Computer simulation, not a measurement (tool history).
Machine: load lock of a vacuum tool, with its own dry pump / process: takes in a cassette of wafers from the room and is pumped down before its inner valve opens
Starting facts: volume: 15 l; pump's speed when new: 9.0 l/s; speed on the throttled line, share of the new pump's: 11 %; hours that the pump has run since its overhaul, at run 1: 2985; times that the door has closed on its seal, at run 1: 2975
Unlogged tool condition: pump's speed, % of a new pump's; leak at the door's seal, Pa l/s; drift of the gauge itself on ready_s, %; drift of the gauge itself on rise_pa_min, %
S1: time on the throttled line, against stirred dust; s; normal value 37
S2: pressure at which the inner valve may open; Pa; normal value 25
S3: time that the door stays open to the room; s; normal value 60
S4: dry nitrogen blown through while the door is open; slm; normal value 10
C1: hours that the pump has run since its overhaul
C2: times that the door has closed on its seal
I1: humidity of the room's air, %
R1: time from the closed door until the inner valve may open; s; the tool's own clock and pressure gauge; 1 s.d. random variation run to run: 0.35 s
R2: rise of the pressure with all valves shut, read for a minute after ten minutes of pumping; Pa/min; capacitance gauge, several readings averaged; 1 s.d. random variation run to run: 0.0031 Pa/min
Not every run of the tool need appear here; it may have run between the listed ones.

Run 1, hour 0: usual settings; C1 2985; C2 2975; I1 44.8. Result: R1 47.4 s, R2 0.075 Pa/min.
Run 2, hour 395.4: usual settings but S1 64 s; C1 3380; C2 3925; I1 46.9. Result: R1 71.3 s, R2 0.091 Pa/min.
Run 3, hour 814: usual settings but S1 29 s; C1 3799; C2 4930; I1 43.8. Result: R1 40.1 s, R2 0.097 Pa/min.
Run 4, hour 1010.8: usual settings; C1 3996; C2 5403; I1 43.9. Result: R1 47.4 s, R2 0.108 Pa/min.
Run 5, hour 1374.4: usual settings; C1 4359; C2 6276; I1 43.4. Result: R1 47.5 s, R2 0.113 Pa/min.
Run 6, hour 1592: usual settings but S1 52 s; C1 4577; C2 6799; I1 44. Result: R1 60.7 s, R2 0.122 Pa/min.
Run 7, hour 1938.4: usual settings but S1 52 s; C1 4923; C2 7631; I1 48.2. Result: R1 60.7 s, R2 0.145 Pa/min.
Run 8, hour 2379: usual settings but S1 52 s; C1 5364; C2 8689; I1 43.5. Result: R1 61 s, R2 0.157 Pa/min.
Run 9, hour 2748.4: usual settings but S1 52 s; C1 5733; C2 9576; I1 43.8. Result: R1 60.6 s, R2 0.168 Pa/min.
Run 10, hour 3002.4: usual settings but S4 4 slm; C1 5987; C2 10186; I1 47.9. Result: R1 48.2 s, R2 0.201 Pa/min.
Run 11, hour 3404.1: usual settings; C1 6389; C2 11151; I1 46.4. Result: R1 47.1 s, R2 0.202 Pa/min.
Run 12, hour 3800.7: usual settings; C1 6786; C2 12103; I1 46.6. Result: R1 47.9 s, R2 0.228 Pa/min.
Run 13, hour 4209.2: usual settings; C1 7194; C2 13084; I1 43.5. Result: R1 48.5 s, R2 0.249 Pa/min.
Run 14, hour 4650.1: usual settings; C1 7635; C2 14143; I1 45.2. Result: R1 47.6 s, R2 0.272 Pa/min.
Run 15, hour 4897.6: usual settings but S1 33 s, S4 40 slm; C1 7882; C2 14738; I1 43.4. Result: R1 44.8 s, R2 0.262 Pa/min.
Run 16, hour 5295.5: usual settings but S1 57 s, S2 22 Pa, S3 150 s, S4 32 slm; C1 8280; C2 15693; I1 43.3. Result: R1 65.8 s, R2 0.296 Pa/min.
Run 17, hour 5557.3: usual settings but S1 26 s, S2 21 Pa, S3 26 s, S4 15 slm; C1 8542; C2 16322; I1 46. Result: R1 38.3 s, R2 0.305 Pa/min.
Run 18, hour 5950.8: usual settings but S2 20 Pa; C1 8936; C2 17267; I1 44. Result: R1 48.6 s, R2 0.349 Pa/min.
Run 19, hour 6360: usual settings but S2 39 Pa; C1 9345; C2 18250; I1 42.4. Result: R1 46.9 s, R2 0.383 Pa/min.
Run 20, hour 6745.6: usual settings but S1 34 s, S2 21 Pa, S3 191 s, S4 38 slm; C1 9730; C2 19176; I1 42.9. Result: R1 46.7 s, R2 0.405 Pa/min.
Run 21, hour 6941.2: usual settings but S1 73 s, S2 18 Pa, S3 77 s, S4 23 slm; C1 9926; C2 19646; I1 44.5. Result: R1 81.2 s, R2 0.422 Pa/min.
Run 22, hour 7166.4: usual settings but S3 209 s, S4 31 slm; C1 10151; C2 20187; I1 44.3. Result: R1 48.9 s, R2 0.447 Pa/min.
Run 23, hour 7557.3: usual settings but S2 29 Pa, S3 26 s, S4 31 slm; C1 10542; C2 21126; I1 46.3. Result: R1 47.8 s, R2 0.445 Pa/min.
Run 24, hour 7979.8: usual settings but S2 29 Pa, S3 109 s, S4 9 slm; C1 10965; C2 22140; I1 44.1. Result: R1 48.3 s, R2 0.524 Pa/min.
Run 25, hour 8416: usual settings but S3 109 s, S4 9 slm; C1 11401; C2 23188; I1 43.5. Result: R1 48.1 s, R2 0.551 Pa/min.
Run 26, hour 8668.2: usual settings but S1 20 s, S2 42 Pa, S3 27 s, S4 18 slm; C1 11653; C2 23794; I1 44.4. Result: R1 33.1 s, R2 0.539 Pa/min.
Run 27, hour 8885.5: usual settings but S1 20 s, S2 42 Pa, S3 27 s, S4 18 slm; C1 11870; C2 24315; I1 45.1. Result: R1 33.1 s, R2 0.547 Pa/min.
Run 28, hour 9134.6: usual settings but S1 20 s, S2 42 Pa, S3 36 s, S4 21 slm; C1 12119; C2 24914; I1 44.4. Result: R1 33.2 s, R2 0.576 Pa/min.

Each row is a separate what-if for the run after 28, all from the same tool condition, not one after another. Results?
Run A, hour 9436.3: usual settings but S1 54 s, S2 42 Pa, S3 27 s, S4 16 slm; C1 12421; C2 25638; I1 50. Result: R1 ?, R2 ?.
Run B, hour 9436.3: usual settings but S2 29 Pa; C1 12421; C2 25638; I1 45.8. Result: R1 ?, R2 ?.
Run C, hour 9436.3: usual settings but S1 67 s, S2 42 Pa, S3 70 s; C1 12421; C2 25638; I1 44.2. Result: R1 ?, R2 ?.
Run D, hour 9436.3: usual settings but S3 210 s; C1 12421; C2 25638; I1 43.1. Result: R1 ?, R2 ?.
Run E, hour 9436.3: usual settings but S1 32 s, S2 42 Pa, S3 80 s, S4 21 slm; C1 12421; C2 25638; I1 49.1. Result: R1 ?, R2 ?.

run    R1     R2
  A  62.9  0.605
  B  48.7  0.612
  C  74.1  0.625
  D  48.9  0.655
  E  43.1  0.618
What these runs would have given with no unlogged condition in the tool:
run    R1     R2
  A  61.4  0.037
  B  46.8  0.053
  C  72.9  0.053
  D  46.9  0.087
  E  41.2  0.045

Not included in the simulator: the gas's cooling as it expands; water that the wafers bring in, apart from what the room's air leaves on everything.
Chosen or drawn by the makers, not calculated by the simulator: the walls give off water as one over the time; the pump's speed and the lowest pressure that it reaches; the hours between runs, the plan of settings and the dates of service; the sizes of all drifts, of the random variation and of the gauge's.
